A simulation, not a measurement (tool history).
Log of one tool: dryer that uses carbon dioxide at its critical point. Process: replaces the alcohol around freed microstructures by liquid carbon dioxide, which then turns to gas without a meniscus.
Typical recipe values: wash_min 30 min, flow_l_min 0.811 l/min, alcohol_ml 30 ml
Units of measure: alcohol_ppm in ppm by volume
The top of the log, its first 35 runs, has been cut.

run,hour,wash_min,flow_l_min,alcohol_ml,hours of work since the filter was changed,hours of work since the purifier's bed was changed,alcohol_ppm
36,708.7,30,0.716,86,106,881,312
37,729.7,30,0.716,86,123,898,320
38,751.2,30,0.716,86,140,915,336
39,763.6,30,1.092,33,150,925,54
40,777.0,37,0.811,35,161,935,69
41,804.7,36,0.811,35,183,958,67
42,826.7,32,0.811,22,201,975,74
43,849.5,26,0.811,22,219,993,136
44,875.1,26,0.811,22,240,1014,134
# hour 884.9: purifier's bed changed
45,894.5,26,0.951,21,253,8,49
46,912.4,26,0.951,21,267,22,46

Branching from run 46: 5 alternative next runs. What would each branch give?
A,935.0,29,0.527,26,285,40,?
B,935.0,26,0.951,22,285,40,?
C,935.0,31,0.951,107,285,40,?
D,935.0,26,0.951,25,285,40,?
E,935.0,26,0.764,25,285,40,?

run,alcohol_ppm
A,368
B,47
C,79
D,43
E,141
With the hidden condition removed and each run's random variation left untouched, the same runs would have given:
run,alcohol_ppm
A,297
B,32
C,48
D,25
E,106

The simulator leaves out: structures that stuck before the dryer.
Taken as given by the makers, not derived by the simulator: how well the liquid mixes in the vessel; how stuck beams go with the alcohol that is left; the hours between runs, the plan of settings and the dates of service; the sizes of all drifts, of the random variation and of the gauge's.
